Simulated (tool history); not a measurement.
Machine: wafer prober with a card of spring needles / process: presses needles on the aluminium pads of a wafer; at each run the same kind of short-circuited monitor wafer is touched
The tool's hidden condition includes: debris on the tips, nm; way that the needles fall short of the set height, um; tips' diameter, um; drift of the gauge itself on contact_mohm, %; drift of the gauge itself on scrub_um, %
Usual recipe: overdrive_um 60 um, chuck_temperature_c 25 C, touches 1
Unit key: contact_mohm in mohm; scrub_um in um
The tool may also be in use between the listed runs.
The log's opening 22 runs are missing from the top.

run,hour,overdrive_um,chuck_temperature_c,touches,touches since the tips were cleaned,cleanings since the card got new needles,touches since the first contact's height was set,contact_mohm,scrub_um
# hour 183.9: tips cleaned on abrasive film
23,186.9,42,57,2,838,11,97482,282,10.7
24,195.7,72,50,1,3273,11,99917,274,18.4
25,204.5,46,39,2,5703,11,102347,278,11.75
# hour 214.1: tips cleaned on abrasive film
26,217.5,52,30,1,964,12,105938,274,13.31
27,225.6,65,123,1,3186,12,108160,298,16.66
28,234.8,65,110,1,5757,12,110731,290,16.62
29,242.4,65,110,1,7852,12,112826,296,16.66
# hour 243.2: tips cleaned on abrasive film
30,248.7,65,110,1,1524,13,114548,292,16.68
31,260.9,65,110,1,4904,13,117928,292,16.68
32,269.9,49,27,2,7388,13,120412,271,12.57
# hour 273.1: tips cleaned on abrasive film
33,278.5,77,43,2,1503,14,122780,269,19.75

Expected results for the next run?
34,289.8,75,25,3,4639,14,125916,?,?

{"run 34": {"contact_mohm": 268, "scrub_um": 19.31}}
Minus the tool's unlogged condition, the same run would have read contact_mohm 267 mohm, scrub_um 18.99 um.
